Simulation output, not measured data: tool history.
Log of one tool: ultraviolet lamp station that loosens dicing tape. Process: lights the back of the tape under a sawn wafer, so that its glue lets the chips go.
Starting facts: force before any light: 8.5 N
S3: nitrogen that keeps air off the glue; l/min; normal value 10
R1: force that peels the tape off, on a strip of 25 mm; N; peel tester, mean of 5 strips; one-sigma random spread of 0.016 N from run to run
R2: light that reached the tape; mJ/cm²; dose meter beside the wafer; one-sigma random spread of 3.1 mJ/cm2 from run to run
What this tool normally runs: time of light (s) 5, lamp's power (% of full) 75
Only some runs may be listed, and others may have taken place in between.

Run 1, hour 0.0: usual settings. Result: R1 0.838 N, R2 449 mJ/cm².
Run 2, hour 23.8: usual settings but time of light (s) 3. Result: R1 2.016 N, R2 270 mJ/cm².
Run 3, hour 38.2: usual settings but time of light (s) 3. Result: R1 2.048 N, R2 264 mJ/cm².
Run 4, hour 62.4: usual settings but time of light (s) 3. Result: R1 2.080 N, R2 264 mJ/cm².
Run 5, hour 77.2: usual settings but time of light (s) 3. Result: R1 2.150 N, R2 264 mJ/cm².
Run 6, hour 109.0: usual settings but time of light (s) 4. Result: R1 1.427 N, R2 340 mJ/cm².
Run 7, hour 133.3: usual settings. Result: R1 0.962 N, R2 427 mJ/cm².
Run 8, hour 151.5: usual settings. Result: R1 0.966 N, R2 418 mJ/cm².
Run 9, hour 174.5: usual settings. Result: R1 0.985 N, R2 419 mJ/cm².
Run 10, hour 194.8: usual settings. Result: R1 1.032 N, R2 414 mJ/cm².
Run 11, hour 215.3: usual settings. Result: R1 0.996 N, R2 409 mJ/cm².
Run 12, hour 238.9: usual settings. Result: R1 1.091 N, R2 409 mJ/cm².
Run 13, hour 255.8: usual settings. Result: R1 1.058 N, R2 404 mJ/cm².
Run 14, hour 277.0: usual settings. Result: R1 1.064 N, R2 400 mJ/cm².
Run 15, hour 310.1: usual settings. Result: R1 1.104 N, R2 388 mJ/cm².
Run 16, hour 337.9: usual settings. Result: R1 1.157 N, R2 387 mJ/cm².
Run 17, hour 351.9: usual settings. Result: R1 1.113 N, R2 384 mJ/cm².
Run 18, hour 372.8: usual settings. Result: R1 1.141 N, R2 382 mJ/cm².
Run 19, hour 396.6: usual settings. Result: R1 1.162 N, R2 381 mJ/cm².
Run 20, hour 427.8: usual settings. Result: R1 1.239 N, R2 374 mJ/cm².
Run 21, hour 453.1: usual settings but S3 6 l/min. Result: R1 1.693 N, R2 369 mJ/cm².
Run 22, hour 476.5: usual settings but S3 3 l/min. Result: R1 2.497 N, R2 361 mJ/cm².
Run 23, hour 509.9: usual settings. Result: R1 1.313 N, R2 361 mJ/cm².
Run 24, hour 532.2: usual settings but time of light (s) 4, lamp's power (% of full) 98, S3 6 l/min. Result: R1 1.717 N, R2 369 mJ/cm².
Run 25, hour 554.0: usual settings but time of light (s) 4, lamp's power (% of full) 98, S3 6 l/min. Result: R1 1.784 N, R2 362 mJ/cm².
Run 26, hour 569.4: usual settings but time of light (s) 4, lamp's power (% of full) 98, S3 6 l/min. Result: R1 1.766 N, R2 367 mJ/cm².
At hour 575.2: window cleaned of glue's vapour.
Run 27, hour 587.1: usual settings but time of light (s) 4, lamp's power (% of full) 98, S3 6 l/min. Result: R1 1.295 N, R2 441 mJ/cm².
Run 28, hour 615.4: usual settings but time of light (s) 3, S3 18 l/min. Result: R1 1.685 N, R2 251 mJ/cm².
Run 29, hour 634.8: usual settings but time of light (s) 3, S3 18 l/min. Result: R1 1.670 N, R2 251 mJ/cm².
Run 30, hour 653.0: usual settings but time of light (s) 3, S3 18 l/min. Result: R1 1.774 N, R2 242 mJ/cm².
Run 31, hour 674.5: usual settings but time of light (s) 3, lamp's power (% of full) 84, S3 4 l/min. Result: R1 3.017 N, R2 274 mJ/cm².
Run 32, hour 707.7: usual settings but lamp's power (% of full) 61. Result: R1 1.468 N, R2 331 mJ/cm².
Run 33, hour 724.7: usual settings but time of light (s) 3, lamp's power (% of full) 74, S3 4 l/min. Result: R1 3.274 N, R2 232 mJ/cm².
Run 34, hour 745.2: usual settings but S3 6 l/min. Result: R1 1.533 N, R2 392 mJ/cm².
Run 35, hour 770.5: usual settings but time of light (s) 6, S3 19 l/min. Result: R1 0.495 N, R2 470 mJ/cm².
Run 36, hour 796.9: usual settings but time of light (s) 4. Result: R1 1.648 N, R2 310 mJ/cm².
Run 37, hour 810.9: usual settings but time of light (s) 4, S3 4 l/min. Result: R1 2.707 N, R2 314 mJ/cm².
Run 38, hour 836.9: usual settings but lamp's power (% of full) 85, S3 4 l/min. Result: R1 1.724 N, R2 427 mJ/cm².
Run 39, hour 863.3: usual settings but lamp's power (% of full) 78, S3 4 l/min. Result: R1 1.938 N, R2 386 mJ/cm².
Run 40, hour 897.5: usual settings but lamp's power (% of full) 78, S3 4 l/min. Result: R1 2.070 N, R2 391 mJ/cm².
Run 41, hour 929.8: usual settings but time of light (s) 7, lamp's power (% of full) 93. Result: R1 0.398 N, R2 636 mJ/cm².
Run 42, hour 949.4: usual settings but lamp's power (% of full) 84. Result: R1 1.037 N, R2 408 mJ/cm².
Run 43, hour 970.3: usual settings but lamp's power (% of full) 84. Result: R1 1.057 N, R2 399 mJ/cm².

What if the next run were any one of these 5? Each begins from the tool's condition after run 43:
Run A, hour 987.0: usual settings but lamp's power (% of full) 67, S3 9 l/min. Result: R1 ?, R2 ?.
Run B, hour 987.0: usual settings but time of light (s) 4, lamp's power (% of full) 85, S3 16 l/min. Result: R1 ?, R2 ?.
Run C, hour 987.0: usual settings but lamp's power (% of full) 95. Result: R1 ?, R2 ?.
Run D, hour 987.0: usual settings but time of light (s) 10, lamp's power (% of full) 62, S3 6 l/min. Result: R1 ?, R2 ?.
Run E, hour 987.0: usual settings but lamp's power (% of full) 65. Result: R1 ?, R2 ?.

run     R1   R2
  A  1.693  318
  B  1.163  320
  C  0.853  445
  D  0.708  589
  E  1.690  309
Take away the tool's hidden state, keep each run's random variation, and the runs would have read:
run     R1   R2
  A  1.014  427
  B  0.635  430
  C  0.444  598
  D  0.364  790
  E  1.010  414

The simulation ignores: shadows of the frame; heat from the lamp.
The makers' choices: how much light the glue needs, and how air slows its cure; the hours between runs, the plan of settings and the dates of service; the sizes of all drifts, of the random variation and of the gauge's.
